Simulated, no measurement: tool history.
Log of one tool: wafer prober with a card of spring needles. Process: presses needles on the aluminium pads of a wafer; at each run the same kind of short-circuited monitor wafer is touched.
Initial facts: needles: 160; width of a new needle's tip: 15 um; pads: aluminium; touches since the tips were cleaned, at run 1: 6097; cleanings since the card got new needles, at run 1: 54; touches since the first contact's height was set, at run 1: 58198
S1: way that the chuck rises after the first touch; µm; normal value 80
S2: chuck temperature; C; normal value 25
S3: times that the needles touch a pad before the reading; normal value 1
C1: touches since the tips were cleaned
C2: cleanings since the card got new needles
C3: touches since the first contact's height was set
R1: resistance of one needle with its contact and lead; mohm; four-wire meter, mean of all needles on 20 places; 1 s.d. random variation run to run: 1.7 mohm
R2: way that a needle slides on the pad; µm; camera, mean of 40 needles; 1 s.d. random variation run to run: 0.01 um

{"run": 1, "hour": 0.0, "S1": 80, "S2": 25, "S3": 1, "C1": 6097, "C2": 54, "C3": 58198, "R1": 225, "R2": 10.93}
{"hour": 1.4, "done": "tips cleaned on abrasive film"}
{"hour": 19.6, "done": "tips cleaned on abrasive film"}
{"run": 2, "hour": 27.3, "S1": 80, "S2": 25, "S3": 1, "C1": 2919, "C2": 56, "C3": 68497, "R1": 219, "R2": 10.91}
{"hour": 37.3, "done": "tips cleaned on abrasive film"}
{"run": 3, "hour": 52.1, "S1": 80, "S2": 25, "S3": 1, "C1": 5617, "C2": 57, "C3": 77845, "R1": 224, "R2": 10.89}
{"hour": 54.1, "done": "tips cleaned on abrasive film"}
{"run": 4, "hour": 65.2, "S1": 80, "S2": 25, "S3": 1, "C1": 4215, "C2": 58, "C3": 82784, "R1": 227, "R2": 10.89}
{"hour": 71.4, "done": "tips cleaned on abrasive film"}
{"hour": 82.1, "done": "height of the first contact set anew"}
{"hour": 89.3, "done": "tips cleaned on abrasive film"}
{"run": 5, "hour": 91.0, "S1": 80, "S2": 25, "S3": 1, "C1": 625, "C2": 60, "C3": 3316, "R1": 189, "R2": 10.82}
{"hour": 107.0, "done": "tips cleaned on abrasive film"}
{"run": 6, "hour": 110.6, "S1": 80, "S2": 25, "S3": 1, "C1": 1384, "C2": 61, "C3": 10738, "R1": 199, "R2": 10.82}
{"hour": 124.9, "done": "tips cleaned on abrasive film"}
{"run": 7, "hour": 125.2, "S1": 80, "S2": 25, "S3": 1, "C1": 123, "C2": 62, "C3": 16225, "R1": 178, "R2": 10.78}
{"hour": 142.3, "done": "tips cleaned on abrasive film"}
{"hour": 146.9, "done": "height of the first contact set anew, once more"}
{"run": 8, "hour": 151.5, "S1": 80, "S2": 25, "S3": 1, "C1": 3378, "C2": 63, "C3": 1737, "R1": 223, "R2": 11.02}
{"hour": 159.7, "done": "tips cleaned on abrasive film"}
{"run": 9, "hour": 165.3, "S1": 80, "S2": 25, "S3": 2, "C1": 2115, "C2": 64, "C3": 6932, "R1": 193, "R2": 10.98}
{"hour": 176.5, "done": "tips cleaned on abrasive film"}
{"run": 10, "hour": 187.9, "S1": 86, "S2": 25, "S3": 1, "C1": 4334, "C2": 65, "C3": 15483, "R1": 215, "R2": 11.81}
{"hour": 194.6, "done": "tips cleaned on abrasive film"}
{"hour": 213.0, "done": "tips cleaned on abrasive film"}
{"run": 11, "hour": 214.6, "S1": 86, "S2": 25, "S3": 1, "C1": 626, "C2": 67, "C3": 25544, "R1": 190, "R2": 11.79}
{"hour": 230.0, "done": "tips cleaned on abrasive film"}
{"run": 12, "hour": 230.0, "S1": 86, "S2": 25, "S3": 1, "C1": 0, "C2": 68, "C3": 31340, "R1": 171, "R2": 11.78}
{"run": 13, "hour": 244.1, "S1": 86, "S2": 25, "S3": 1, "C1": 5368, "C2": 68, "C3": 36708, "R1": 218, "R2": 11.78}
{"hour": 247.6, "done": "tips cleaned on abrasive film"}
{"hour": 264.8, "done": "tips cleaned on abrasive film"}
{"run": 14, "hour": 268.0, "S1": 86, "S2": 25, "S3": 1, "C1": 1194, "C2": 70, "C3": 45688, "R1": 202, "R2": 11.75}
{"hour": 282.7, "done": "tips cleaned on abrasive film"}
{"run": 15, "hour": 287.6, "S1": 80, "S2": 25, "S3": 1, "C1": 1873, "C2": 71, "C3": 53091, "R1": 210, "R2": 10.91}
{"hour": 300.3, "done": "tips cleaned on abrasive film"}
{"run": 16, "hour": 314.2, "S1": 80, "S2": 25, "S3": 1, "C1": 5288, "C2": 72, "C3": 63152, "R1": 224, "R2": 10.88}
{"hour": 317.2, "done": "tips cleaned on abrasive film"}
{"run": 17, "hour": 331.5, "S1": 80, "S2": 25, "S3": 1, "C1": 5405, "C2": 73, "C3": 69670, "R1": 224, "R2": 10.88}

Run 18 comes next. What will it give?
{"hour": 335.1, "done": "tips cleaned on abrasive film"}
{"run": 18, "hour": 351.3, "S1": 80, "S2": 25, "S3": 1, "C1": 6121, "C2": 74, "C3": 77142, "R1": "?", "R2": "?"}

{"run 18": {"R1": 230, "R2": 10.87}}
The same run, on a tool lacking any hidden state, would have yielded R1 171 mohm, R2 11.01 µm.
